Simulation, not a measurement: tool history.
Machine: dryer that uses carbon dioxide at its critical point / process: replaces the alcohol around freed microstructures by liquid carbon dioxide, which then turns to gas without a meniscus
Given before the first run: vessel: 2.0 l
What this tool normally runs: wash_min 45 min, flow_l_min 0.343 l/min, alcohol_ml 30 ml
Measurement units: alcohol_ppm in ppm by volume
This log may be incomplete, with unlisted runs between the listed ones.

Run 1, day 0.000: usual settings. Result: alcohol_ppm 121 ppm by volume.
Run 2, day 2.125: usual settings but alcohol_ml 42 ml. Result: alcohol_ppm 170 ppm by volume.
Run 3, day 3.371: usual settings but flow_l_min 0.387 l/min. Result: alcohol_ppm 92 ppm by volume.
Run 4, day 4.958: usual settings but flow_l_min 0.387 l/min. Result: alcohol_ppm 89 ppm by volume.
Run 5, day 6.675: usual settings but flow_l_min 0.387 l/min. Result: alcohol_ppm 99 ppm by volume.
Run 6, day 8.717: usual settings but flow_l_min 0.387 l/min. Result: alcohol_ppm 98 ppm by volume.
Run 7, day 10.229: usual settings but flow_l_min 0.387 l/min. Result: alcohol_ppm 105 ppm by volume.
At day 11.604: inlet filter changed.
Run 8, day 11.604: usual settings but flow_l_min 0.387 l/min. Result: alcohol_ppm 99 ppm by volume.
Run 9, day 12.854: usual settings but flow_l_min 0.387 l/min. Result: alcohol_ppm 88 ppm by volume.
Run 10, day 13.900: usual settings but wash_min 51 min, flow_l_min 0.282 l/min. Result: alcohol_ppm 160 ppm by volume.
Run 11, day 16.075: usual settings but alcohol_ml 91 ml. Result: alcohol_ppm 259 ppm by volume.
Run 12, day 17.612: usual settings but wash_min 38 min, alcohol_ml 53 ml. Result: alcohol_ppm 325 ppm by volume.

What if the next run were any one of these 4? Each begins from the tool's condition after run 12:
Run A, day 19.117: usual settings but wash_min 33 min, flow_l_min 0.247 l/min, alcohol_ml 74 ml. Result: alcohol_ppm ?.
Run B, day 19.117: usual settings but wash_min 29 min, flow_l_min 0.528 l/min, alcohol_ml 35 ml. Result: alcohol_ppm ?.
Run C, day 19.117: usual settings but wash_min 30 min, flow_l_min 0.465 l/min, alcohol_ml 36 ml. Result: alcohol_ppm ?.
Run D, day 19.117: usual settings but wash_min 51 min, alcohol_ml 53 ml. Result: alcohol_ppm ?.

run  alcohol_ppm
  A         2222
  B          142
  C          189
  D          127
With the hidden condition removed and each run's random variation left untouched, the same runs would have given:
run  alcohol_ppm
  A         2024
  B           63
  C          105
  D           50
